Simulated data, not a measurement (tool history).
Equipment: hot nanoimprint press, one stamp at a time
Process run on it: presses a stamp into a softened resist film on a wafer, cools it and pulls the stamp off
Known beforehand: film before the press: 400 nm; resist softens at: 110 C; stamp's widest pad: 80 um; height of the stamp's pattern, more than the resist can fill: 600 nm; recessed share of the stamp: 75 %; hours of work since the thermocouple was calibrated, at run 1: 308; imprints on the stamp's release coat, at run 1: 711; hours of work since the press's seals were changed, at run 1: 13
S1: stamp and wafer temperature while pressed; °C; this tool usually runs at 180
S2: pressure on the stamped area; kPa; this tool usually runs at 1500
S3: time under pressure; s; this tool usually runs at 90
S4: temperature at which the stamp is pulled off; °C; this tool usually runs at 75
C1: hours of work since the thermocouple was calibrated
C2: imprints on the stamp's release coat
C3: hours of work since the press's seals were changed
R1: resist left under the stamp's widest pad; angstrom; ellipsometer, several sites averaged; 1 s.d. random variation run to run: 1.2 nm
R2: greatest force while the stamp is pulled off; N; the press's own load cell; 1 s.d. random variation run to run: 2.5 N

run 1 day=0 | S1=180 S2=1500 S3=90 S4=75 | C1=308 C2=711 C3=13 | R1=1740 R2=150
run 2 day=1.075 | S1=180 S2=1500 S3=90 S4=75 | C1=321 C2=807 C3=26 | R1=1755 R2=150
-- day=2.342 plate thermocouple calibrated
run 3 day=2.367 | S1=180 S2=1500 S3=90 S4=75 | C1=0 C2=912 C3=41 | R1=1769 R2=145
run 4 day=3.438 | S1=180 S2=1500 S3=90 S4=75 | C1=14 C2=1007 C3=54 | R1=1767 R2=148
run 5 day=4.592 | S1=180 S2=1500 S3=90 S4=75 | C1=28 C2=1110 C3=69 | R1=1735 R2=147
run 6 day=5.608 | S1=180 S2=2050 S3=90 S4=75 | C1=41 C2=1201 C3=81 | R1=1526 R2=147
-- day=6.021 stamp cleaned and given a new release coat
run 7 day=7.233 | S1=180 S2=1500 S3=90 S4=75 | C1=58 C2=109 C3=99 | R1=1738 R2=144
run 8 day=8.517 | S1=177 S2=1500 S3=90 S4=75 | C1=74 C2=223 C3=115 | R1=2047 R2=147
run 9 day=9.808 | S1=177 S2=1500 S3=90 S4=75 | C1=90 C2=339 C3=131 | R1=2062 R2=148
run 10 day=11.104 | S1=192 S2=1500 S3=90 S4=75 | C1=107 C2=454 C3=147 | R1=932 R2=149
run 11 day=12.254 | S1=180 S2=1500 S3=172 S4=75 | C1=121 C2=557 C3=161 | R1=1385 R2=143
run 12 day=13.533 | S1=180 S2=1500 S3=136 S4=75 | C1=137 C2=671 C3=177 | R1=1498 R2=149
run 13 day=14.829 | S1=180 S2=1290 S3=90 S4=75 | C1=153 C2=787 C3=194 | R1=1876 R2=143
run 14 day=15.646 | S1=180 S2=1290 S3=90 S4=75 | C1=163 C2=860 C3=204 | R1=1899 R2=143
run 15 day=16.875 | S1=180 S2=1290 S3=90 S4=75 | C1=179 C2=970 C3=219 | R1=1880 R2=150
run 16 day=17.479 | S1=180 S2=1500 S3=90 S4=63 | C1=186 C2=1024 C3=227 | R1=1777 R2=158
run 17 day=18.821 | S1=172 S2=1500 S3=133 S4=63 | C1=203 C2=1144 C3=244 | R1=2324 R2=163
run 18 day=19.538 | S1=172 S2=1500 S3=133 S4=63 | C1=212 C2=1208 C3=253 | R1=2341 R2=164
-- day=19.854 stamp cleaned and given a new release coat
run 19 day=20.45 | S1=172 S2=1500 S3=133 S4=63 | C1=221 C2=53 C3=261 | R1=2326 R2=160
run 20 day=21.1 | S1=184 S2=1500 S3=158 S4=63 | C1=229 C2=111 C3=269 | R1=1115 R2=160
run 21 day=22.296 | S1=184 S2=1500 S3=158 S4=63 | C1=244 C2=218 C3=284 | R1=1137 R2=158
run 22 day=23.238 | S1=184 S2=1500 S3=158 S4=63 | C1=255 C2=302 C3=296 | R1=1111 R2=159
run 23 day=24.058 | S1=180 S2=1500 S3=106 S4=65 | C1=266 C2=375 C3=306 | R1=1650 R2=154
run 24 day=25.308 | S1=189 S2=1500 S3=106 S4=65 | C1=281 C2=487 C3=322 | R1=1017 R2=157
run 25 day=26.492 | S1=189 S2=1500 S3=106 S4=65 | C1=296 C2=592 C3=337 | R1=1022 R2=159
run 26 day=27.475 | S1=189 S2=1990 S3=104 S4=69 | C1=309 C2=680 C3=349 | R1=879 R2=151
run 27 day=28.392 | S1=189 S2=1990 S3=104 S4=69 | C1=320 C2=762 C3=360 | R1=877 R2=153
-- day=29.683 plate thermocouple calibrated
run 28 day=29.683 | S1=189 S2=1990 S3=104 S4=69 | C1=0 C2=866 C3=375 | R1=889 R2=149
run 29 day=30.679 | S1=189 S2=1990 S3=104 S4=69 | C1=12 C2=955 C3=387 | R1=878 R2=152
run 30 day=32.054 | S1=180 S2=1990 S3=104 S4=69 | C1=30 C2=1078 C3=405 | R1=1461 R2=154
run 31 day=32.946 | S1=180 S2=2270 S3=116 S4=75 | C1=41 C2=1158 C3=416 | R1=1293 R2=145

Describe how what the log doesn't record of the tool's condition differs between the last listed run preceding each entry between runs and the first listed run following it.
Between runs 2 and 3: plate thermocouple calibrated (day 2.342)
  true temperature over the reading, C: -0.07 -> 0.02; grip of the stamp's worn release coat, % over a new coat's: 0.5 -> 0.6
Between runs 6 and 7: stamp cleaned and given a new release coat (day 6.021)
  true temperature over the reading, C: 0.01 -> 0; grip of the stamp's worn release coat, % over a new coat's: 0.8 -> 0.1
Between runs 18 and 19: stamp cleaned and given a new release coat (day 19.854)
  grip of the stamp's worn release coat, % over a new coat's: 0.8 -> 0
Between runs 27 and 28: plate thermocouple calibrated (day 29.683)
  true temperature over the reading, C: -0.06 -> 0; grip of the stamp's worn release coat, % over a new coat's: 0.5 -> 0.6
